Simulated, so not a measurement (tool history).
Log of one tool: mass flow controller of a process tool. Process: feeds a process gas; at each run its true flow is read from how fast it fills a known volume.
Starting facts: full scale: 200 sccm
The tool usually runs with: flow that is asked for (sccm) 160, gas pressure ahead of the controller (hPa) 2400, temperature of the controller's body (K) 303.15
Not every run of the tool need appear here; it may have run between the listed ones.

run,hour,flow that is asked for (sccm),gas pressure ahead of the controller (hPa),temperature of the controller's body (K),true flow (%)
1,0.0,160,2400,303.15,101.46
2,138.4,160,2400,303.15,101.55
3,354.5,160,2600,303.15,101.48
4,482.3,160,2600,303.15,101.54
5,689.9,160,2400,303.15,101.63
6,788.5,177,2400,303.15,101.57
7,971.9,177,2400,304.15,101.72
8,1204.5,177,2400,304.15,101.71
9,1367.3,160,2400,308.15,101.36
10,1504.4,183,2400,303.15,101.96
11,1627.4,183,2400,303.15,102.00
12,1860.9,183,2400,303.15,101.99
13,1989.2,183,2400,303.15,102.14
14,2125.4,183,2400,303.15,102.15
15,2324.0,160,2400,303.15,102.30
16,2460.7,160,2400,303.15,102.27
17,2619.4,160,2400,303.15,102.44
18,2825.4,160,2400,303.15,102.47
19,3031.9,23,2400,303.15,107.95
20,3222.5,160,1610,303.15,103.24
21,3439.6,160,2400,303.15,102.65
22,3575.7,160,2400,303.15,102.70
23,3792.6,160,2400,303.15,102.93
24,3913.7,160,2400,297.15,103.26
25,4073.1,160,2400,297.15,103.32
26,4249.2,160,2400,297.15,103.33
27,4349.9,160,2400,297.15,103.41
28,4531.7,53,1800,297.15,105.82
29,4708.2,53,1800,297.15,105.98
30,4882.8,117,2120,308.15,103.37
31,5045.2,117,2120,308.15,103.37
32,5226.7,117,1980,307.15,103.66
33,5347.0,37,2400,293.15,107.53
34,5510.2,43,2490,300.15,106.55
# hour 5688.1: controller exchanged for a calibrated one
35,5688.1,43,2490,300.15,99.01
36,5903.9,119,1890,298.15,99.88
37,6110.8,161,2190,298.15,99.89
38,6232.6,96,2730,300.15,99.17
39,6385.2,96,2730,300.15,99.26
40,6519.9,46,1410,313.15,99.50
41,6752.9,96,2400,308.15,99.03
42,6950.1,20,1490,308.15,100.41
43,7160.9,160,1430,303.15,100.36
44,7394.6,160,1590,307.15,100.04
45,7526.2,160,1590,307.15,100.06
46,7624.3,160,1590,307.15,100.27
47,7800.0,160,1590,307.15,100.27

Subtracting, for every run, the result it would have given without the tool's unlogged condition from the measured result gives the following. The same run-to-run variation enters both numbers; the gauge's scatter may not:
Hidden state at play: flow at rest that the sensor doesn't see, % of full scale; true flow over the shown one, %; drift of the gauge itself on true_pct, %.
run,true flow (%)
1,+2.19
2,+2.24
3,+2.32
4,+2.36
5,+2.43
6,+2.39
7,+2.46
8,+2.55
9,+2.66
10,+2.62
11,+2.66
12,+2.74
13,+2.78
14,+2.83
15,+3.01
16,+3.05
17,+3.11
18,+3.18
19,+8.79
20,+3.32
21,+3.39
22,+3.44
23,+3.52
24,+3.56
25,+3.61
26,+3.67
27,+3.71
28,+5.94
29,+6.03
30,+4.31
31,+4.37
32,+4.43
33,+7.86
34,+7.29
35,-0.15
36,-0.06
37,+0.00
38,+0.08
39,+0.14
40,+0.35
41,+0.30
42,+1.13
43,+0.37
44,+0.46
45,+0.50
46,+0.54
47,+0.60

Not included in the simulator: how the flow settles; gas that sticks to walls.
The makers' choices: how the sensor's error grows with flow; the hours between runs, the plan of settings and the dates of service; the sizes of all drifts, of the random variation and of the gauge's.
